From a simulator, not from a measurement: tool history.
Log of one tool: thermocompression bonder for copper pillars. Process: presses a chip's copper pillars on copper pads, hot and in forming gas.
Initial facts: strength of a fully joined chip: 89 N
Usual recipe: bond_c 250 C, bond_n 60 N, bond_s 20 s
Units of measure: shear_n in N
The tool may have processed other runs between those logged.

run 1 day=0.000 | bond_c=250 bond_n=60 bond_s=20 | shear_n=49.5
run 2 day=0.696 | bond_c=250 bond_n=60 bond_s=20 | shear_n=50.3
run 3 day=1.392 | bond_c=250 bond_n=60 bond_s=20 | shear_n=51.4
run 4 day=1.796 | bond_c=250 bond_n=84 bond_s=20 | shear_n=65.0
run 5 day=2.317 | bond_c=250 bond_n=84 bond_s=20 | shear_n=63.4
run 6 day=2.975 | bond_c=250 bond_n=84 bond_s=20 | shear_n=64.9

For run 7, what comes out?
run 7 day=3.321 | bond_c=250 bond_n=84 bond_s=20 | shear_n=?

{"run 7": {"shear_n": 63.7}}
Without the tool's hidden state the same run would have given shear_n 64.3 N.
